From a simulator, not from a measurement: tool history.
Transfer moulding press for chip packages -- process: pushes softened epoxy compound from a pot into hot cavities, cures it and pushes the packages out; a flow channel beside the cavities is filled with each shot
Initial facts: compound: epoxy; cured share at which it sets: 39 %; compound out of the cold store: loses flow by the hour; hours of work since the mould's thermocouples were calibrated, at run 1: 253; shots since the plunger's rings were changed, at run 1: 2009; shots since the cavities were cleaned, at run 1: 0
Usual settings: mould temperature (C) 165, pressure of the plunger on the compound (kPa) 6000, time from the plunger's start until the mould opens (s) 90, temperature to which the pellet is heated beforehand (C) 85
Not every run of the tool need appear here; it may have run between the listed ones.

run     day  mould temperature (C)  pressure of the plunger on the compound (kPa)  time from the plunger's start until the mould opens (s)  temperature to which the pellet is heated beforehand (C)  hours of work since the mould's thermocouples were calibrated  shots since the plunger's rings were changed  shots since the cavities were cleaned  incoming compound's hours out of the cold store  length that the compound runs in the flow channel (mm)  greatest force on the pins that push the packages out (N)
  1       0                    165                                           6000                                                       90                                                        85                                                            253                                          2009                                      0                                             47.2                                                     733                                                        343
  2   2.242                    165                                           6000                                                       90                                                        85                                                            295                                          2773                                    764                                              8.8                                                     785                                                        643
      3.592  -- cavities cleaned with cleaning compound and waxed
  3   4.917                    165                                           6000                                                      120                                                        85                                                            344                                          3665                                    452                                             11.2                                                     783                                                        394
      7.221  -- cavities cleaned with cleaning compound and waxed
  4   8.692                    165                                           6000                                                      120                                                        85                                                            414                                          4930                                    501                                             12.7                                                     748                                                        406
     10.771  -- cavities cleaned with cleaning compound and waxed
     11.421  -- plunger's sealing rings changed
  5  12.238                    158                                           6000                                                       90                                                        85                                                            478                                           279                                    464                                             20.3                                                     795                                                        876
       14.5  -- cavities cleaned with cleaning compound and waxed
  6  15.929                    165                                           6000                                                       90                                                        85                                                            546                                          1517                                    488                                             26.2                                                     755                                                        546
     18.371  -- cavities cleaned with cleaning compound and waxed
  7  18.642                    165                                           6000                                                       90                                                        85                                                            596                                          2420                                     91                                             10.6                                                     786                                                        426
     21.908  -- cavities cleaned with cleaning compound and waxed
  8  22.012                    165                                           6000                                                       90                                                        85                                                            658                                          3550                                     36                                             14.6                                                     765                                                        388
  9  25.192                    165                                           6000                                                       90                                                        85                                                            718                                          4634                                   1120                                             35.5                                                     720                                                        681
     25.542  -- cavities cleaned with cleaning compound and waxed
     28.817  -- plunger's sealing rings changed
 10  28.817                    165                                           6000                                                       90                                                        85                                                            783                                             0                                   1081                                               37                                                     746                                                        694
     29.475  -- cavities cleaned with cleaning compound and waxed
     32.412  -- mould's thermocouples calibrated
 11  32.725                    165                                           6000                                                       90                                                        85                                                              6                                          1284                                   1080                                             16.4                                                     776                                                        684
     33.329  -- cavities cleaned with cleaning compound and waxed
 12  34.708                    165                                           6000                                                      103                                                        85                                                             42                                          1939                                    470                                             46.8                                                     708                                                        432
     37.004  -- cavities cleaned with cleaning compound and waxed
 13  38.408                    165                                           6000                                                      103                                                        85                                                            111                                          3180                                    479                                             39.3                                                     729                                                        429
     40.871  -- cavities cleaned with cleaning compound and waxed
 14  41.425                    165                                           6000                                                      103                                                        85                                                            166                                          4188                                    189                                             36.5                                                     717                                                        355
     44.533  -- cavities cleaned with cleaning compound and waxed
 15  45.654                    165                                           6000                                                      103                                                        85                                                            245                                          5609                                    382                                               22                                                     740                                                        425
     46.433  -- plunger's sealing rings changed
     48.475  -- cavities cleaned with cleaning compound and waxed
 16  49.371                    165                                           6000                                                      103                                                        85                                                            311                                           981                                    307                                             28.3                                                     754                                                        404
     52.004  -- cavities cleaned with cleaning compound and waxed
 17  53.075                    165                                           6000                                                      105                                                        85                                                            380                                          2223                                    365                                               41                                                     723                                                        430
     55.704  -- cavities cleaned with cleaning compound and waxed
 18  55.888                    164                                           4580                                                       90                                                        87                                                            432                                          3161                                     63                                             45.7                                                     613                                                        402
     59.267  -- cavities cleaned with cleaning compound and waxed
 19  59.779                    164                                           4580                                                       95                                                        87                                                            504                                          4468                                    176                                             12.9                                                     664                                                        441
     62.958  -- cavities cleaned with cleaning compound and waxed
 20  63.196                    164                                           4580                                                      108                                                        87                                                            567                                          5612                                     82                                             14.4                                                     652                                                        318
     63.883  -- plunger's sealing rings changed
     66.888  -- cavities cleaned with cleaning compound and waxed
 21  66.888                    164                                           4580                                                      108                                                        78                                                            633                                          1003                                      0                                             27.8                                                     656                                                        287
 22  69.904                    164                                           4580                                                      108                                                        78                                                            690                                          2033                                   1030                                             25.9                                                     666                                                        533
     70.679  -- cavities cleaned with cleaning compound and waxed
 23  74.062                    167                                           6000                                                       90                                                        85                                                            767                                          3430                                   1154                                               16                                                     755                                                        626
     74.417  -- cavities cleaned with cleaning compound and waxed
     77.975  -- cavities cleaned with cleaning compound and waxed
 24  78.075                    167                                           5610                                                       90                                                        85                                                            840                                          4757                                     35                                             45.2                                                     677                                                        334
     78.512  -- mould's thermocouples calibrated
     81.492  -- plunger's sealing rings changed
      81.95  -- cavities cleaned with cleaning compound and waxed
 25  82.346                    165                                           6720                                                       73                                                        85                                                             69                                           271                                    135                                             47.8                                                     774                                                        620
     85.617  -- cavities cleaned with cleaning compound and waxed
 26  85.942                    165                                           6720                                                       73                                                        85                                                            136                                          1477                                    112                                             46.6                                                     756                                                        601
     89.221  -- cavities cleaned with cleaning compound and waxed
 27  89.642                    165                                           5000                                                       99                                                        79                                                            204                                          2717                                    144                                             39.7                                                     674                                                        355

What differs in the tool's unlogged condition from the final listed run ahead of each entry between runs to the first listed run following it?
In the gap between runs 2 and 3: cavities cleaned with cleaning compound and waxed (day 3.592)
  true mould temperature over the reading, C: -0.34 -> -0.41; pressure that reaches the compound, % of what is set: 93.99 -> 92.37; grip of the stained cavities, % over clean ones': 73.8 -> 50.8
  what was measured, less what the result would be without the hidden state, length that the compound runs in the flow channel (mm): -24 -> -31; greatest force on the pins that push the packages out (N): +278 -> +134
In the gap between runs 3 and 4: cavities cleaned with cleaning compound and waxed (day 7.221)
  true mould temperature over the reading, C: -0.41 -> -0.5; pressure that reaches the compound, % of what is set: 92.37 -> 89.7; grip of the stained cavities, % over clean ones': 50.8 -> 59
  what was measured, less what the result would be without the hidden state, length that the compound runs in the flow channel (mm): -31 -> -41; greatest force on the pins that push the packages out (N): +134 -> +153
In the gap between runs 4 and 5: cavities cleaned with cleaning compound and waxed (day 10.771); plunger's sealing rings changed (day 11.421)
  true mould temperature over the reading, C: -0.5 -> -0.58; pressure that reaches the compound, % of what is set: 89.7 -> 99.32; grip of the stained cavities, % over clean ones': 59 -> 51.8
  what was measured, less what the result would be without the hidden state, length that the compound runs in the flow channel (mm): -41 -> -2; greatest force on the pins that push the packages out (N): +153 -> +326
In the gap between runs 5 and 6: cavities cleaned with cleaning compound and waxed (day 14.5)
  true mould temperature over the reading, C: -0.58 -> -0.67; pressure that reaches the compound, % of what is set: 99.32 -> 96.62; grip of the stained cavities, % over clean ones': 51.8 -> 54.9
  what was measured, less what the result would be without the hidden state, length that the compound runs in the flow channel (mm): -2 -> -12; greatest force on the pins that push the packages out (N): +326 -> +207
In the gap between runs 6 and 7: cavities cleaned with cleaning compound and waxed (day 18.371)
  true mould temperature over the reading, C: -0.67 -> -0.74; pressure that reaches the compound, % of what is set: 96.62 -> 94.76; grip of the stained cavities, % over clean ones': 54.9 -> 14.5
  what was measured, less what the result would be without the hidden state, length that the compound runs in the flow channel (mm): -12 -> -20; greatest force on the pins that push the packages out (N): +207 -> +70
In the gap between runs 7 and 8: cavities cleaned with cleaning compound and waxed (day 21.908)
  true mould temperature over the reading, C: -0.74 -> -0.82; pressure that reaches the compound, % of what is set: 94.76 -> 92.59; grip of the stained cavities, % over clean ones': 14.5 -> 6.5
  what was measured, less what the result would be without the hidden state, length that the compound runs in the flow channel (mm): -20 -> -28; greatest force on the pins that push the packages out (N): +70 -> +41
In the gap between runs 9 and 10: cavities cleaned with cleaning compound and waxed (day 25.542); plunger's sealing rings changed (day 28.817)
  true mould temperature over the reading, C: -0.9 -> -1; pressure that reaches the compound, % of what is set: 90.28 -> 99.42; grip of the stained cavities, % over clean ones': 91 -> 90.7
  what was measured, less what the result would be without the hidden state, length that the compound runs in the flow channel (mm): -36 -> +0; greatest force on the pins that push the packages out (N): +344 -> +349
In the gap between runs 10 and 11: cavities cleaned with cleaning compound and waxed (day 29.475); mould's thermocouples calibrated (day 32.412)
  true mould temperature over the reading, C: -1 -> -0.39; pressure that reaches the compound, % of what is set: 99.42 -> 96.76; grip of the stained cavities, % over clean ones': 90.7 -> 89.5
  what was measured, less what the result would be without the hidden state, length that the compound runs in the flow channel (mm): +0 -> -12; greatest force on the pins that push the packages out (N): +349 -> +332
In the gap between runs 11 and 12: cavities cleaned with cleaning compound and waxed (day 33.329)
  true mould temperature over the reading, C: -0.39 -> -0.44; pressure that reaches the compound, % of what is set: 96.76 -> 95.43; grip of the stained cavities, % over clean ones': 89.5 -> 53
  what was measured, less what the result would be without the hidden state, length that the compound runs in the flow channel (mm): -12 -> -16; greatest force on the pins that push the packages out (N): +332 -> +153
In the gap between runs 12 and 13: cavities cleaned with cleaning compound and waxed (day 37.004)
  true mould temperature over the reading, C: -0.44 -> -0.52; pressure that reaches the compound, % of what is set: 95.43 -> 92.98; grip of the stained cavities, % over clean ones': 53 -> 53.8
  what was measured, less what the result would be without the hidden state, length that the compound runs in the flow channel (mm): -16 -> -26; greatest force on the pins that push the packages out (N): +153 -> +155
In the gap between runs 13 and 14: cavities cleaned with cleaning compound and waxed (day 40.871)
  true mould temperature over the reading, C: -0.52 -> -0.59; pressure that reaches the compound, % of what is set: 92.98 -> 90.8; grip of the stained cavities, % over clean ones': 53.8 -> 27.2
  what was measured, less what the result would be without the hidden state, length that the compound runs in the flow channel (mm): -26 -> -34; greatest force on the pins that push the packages out (N): +155 -> +82
In the gap between runs 14 and 15: cavities cleaned with cleaning compound and waxed (day 44.533)
  true mould temperature over the reading, C: -0.59 -> -0.7; pressure that reaches the compound, % of what is set: 90.8 -> 87.89; grip of the stained cavities, % over clean ones': 27.2 -> 47.8
  what was measured, less what the result would be without the hidden state, length that the compound runs in the flow channel (mm): -34 -> -48; greatest force on the pins that push the packages out (N): +82 -> +142
In the gap between runs 15 and 16: plunger's sealing rings changed (day 46.433); cavities cleaned with cleaning compound and waxed (day 48.475)
  true mould temperature over the reading, C: -0.7 -> -0.78; pressure that reaches the compound, % of what is set: 87.89 -> 97.34; grip of the stained cavities, % over clean ones': 47.8 -> 43.5
  what was measured, less what the result would be without the hidden state, length that the compound runs in the flow channel (mm): -48 -> -9; greatest force on the pins that push the packages out (N): +142 -> +129
In the gap between runs 16 and 17: cavities cleaned with cleaning compound and waxed (day 52.004)
  true mould temperature over the reading, C: -0.78 -> -0.88; pressure that reaches the compound, % of what is set: 97.34 -> 94.78; grip of the stained cavities, % over clean ones': 43.5 -> 45.3
  what was measured, less what the result would be without the hidden state, length that the compound runs in the flow channel (mm): -9 -> -18; greatest force on the pins that push the packages out (N): +129 -> +142
In the gap between runs 17 and 18: cavities cleaned with cleaning compound and waxed (day 55.704)
  true mould temperature over the reading, C: -0.88 -> -0.94; pressure that reaches the compound, % of what is set: 94.78 -> 92.92; grip of the stained cavities, % over clean ones': 45.3 -> 11.6
  what was measured, less what the result would be without the hidden state, length that the compound runs in the flow channel (mm): -18 -> -22; greatest force on the pins that push the packages out (N): +142 -> +61
In the gap between runs 18 and 19: cavities cleaned with cleaning compound and waxed (day 59.267)
  true mould temperature over the reading, C: -0.94 -> -1.04; pressure that reaches the compound, % of what is set: 92.92 -> 90.32; grip of the stained cavities, % over clean ones': 11.6 -> 27.5
  what was measured, less what the result would be without the hidden state, length that the compound runs in the flow channel (mm): -22 -> -33; greatest force on the pins that push the packages out (N): +61 -> +118
In the gap between runs 19 and 20: cavities cleaned with cleaning compound and waxed (day 62.958)
  true mould temperature over the reading, C: -1.04 -> -1.12; pressure that reaches the compound, % of what is set: 90.32 -> 88.07; grip of the stained cavities, % over clean ones': 27.5 -> 13.5
  what was measured, less what the result would be without the hidden state, length that the compound runs in the flow channel (mm): -33 -> -41; greatest force on the pins that push the packages out (N): +118 -> +49
In the gap between runs 20 and 21: plunger's sealing rings changed (day 63.883); cavities cleaned with cleaning compound and waxed (day 66.888)
  true mould temperature over the reading, C: -1.12 -> -1.21; pressure that reaches the compound, % of what is set: 88.07 -> 97.43; grip of the stained cavities, % over clean ones': 13.5 -> 2.8
  what was measured, less what the result would be without the hidden state, length that the compound runs in the flow channel (mm): -41 -> -7; greatest force on the pins that push the packages out (N): +49 -> +20
In the gap between runs 22 and 23: cavities cleaned with cleaning compound and waxed (day 70.679)
  true mould temperature over the reading, C: -1.29 -> -1.4; pressure that reaches the compound, % of what is set: 95.42 -> 92.63; grip of the stained cavities, % over clean ones': 88.2 -> 93.1
  what was measured, less what the result would be without the hidden state, length that the compound runs in the flow channel (mm): -14 -> -27; greatest force on the pins that push the packages out (N): +265 -> +327
In the gap between runs 23 and 24: cavities cleaned with cleaning compound and waxed (day 74.417); cavities cleaned with cleaning compound and waxed (day 77.975)
  true mould temperature over the reading, C: -1.4 -> -1.49; pressure that reaches the compound, % of what is set: 92.63 -> 90.09; grip of the stained cavities, % over clean ones': 93.1 -> 6
  what was measured, less what the result would be without the hidden state, length that the compound runs in the flow channel (mm): -27 -> -34; greatest force on the pins that push the packages out (N): +327 -> +40
In the gap between runs 24 and 25: mould's thermocouples calibrated (day 78.512); plunger's sealing rings changed (day 81.492); cavities cleaned with cleaning compound and waxed (day 81.95)
  true mould temperature over the reading, C: -1.49 -> 0.01; pressure that reaches the compound, % of what is set: 90.09 -> 99.17; grip of the stained cavities, % over clean ones': 6 -> 20.3
  what was measured, less what the result would be without the hidden state, length that the compound runs in the flow channel (mm): -34 -> -3; greatest force on the pins that push the packages out (N): +40 -> +104
In the gap between runs 25 and 26: cavities cleaned with cleaning compound and waxed (day 85.617)
  true mould temperature over the reading, C: 0.01 -> -0.06; pressure that reaches the compound, % of what is set: 99.17 -> 96.69; grip of the stained cavities, % over clean ones': 20.3 -> 14.2
  what was measured, less what the result would be without the hidden state, length that the compound runs in the flow channel (mm): -3 -> -13; greatest force on the pins that push the packages out (N): +104 -> +77
In the gap between runs 26 and 27: cavities cleaned with cleaning compound and waxed (day 89.221)
  true mould temperature over the reading, C: -0.06 -> -0.15; pressure that reaches the compound, % of what is set: 96.69 -> 94.19; grip of the stained cavities, % over clean ones': 14.2 -> 22.2
  what was measured, less what the result would be without the hidden state, length that the compound runs in the flow channel (mm): -13 -> -20; greatest force on the pins that push the packages out (N): +77 -> +68

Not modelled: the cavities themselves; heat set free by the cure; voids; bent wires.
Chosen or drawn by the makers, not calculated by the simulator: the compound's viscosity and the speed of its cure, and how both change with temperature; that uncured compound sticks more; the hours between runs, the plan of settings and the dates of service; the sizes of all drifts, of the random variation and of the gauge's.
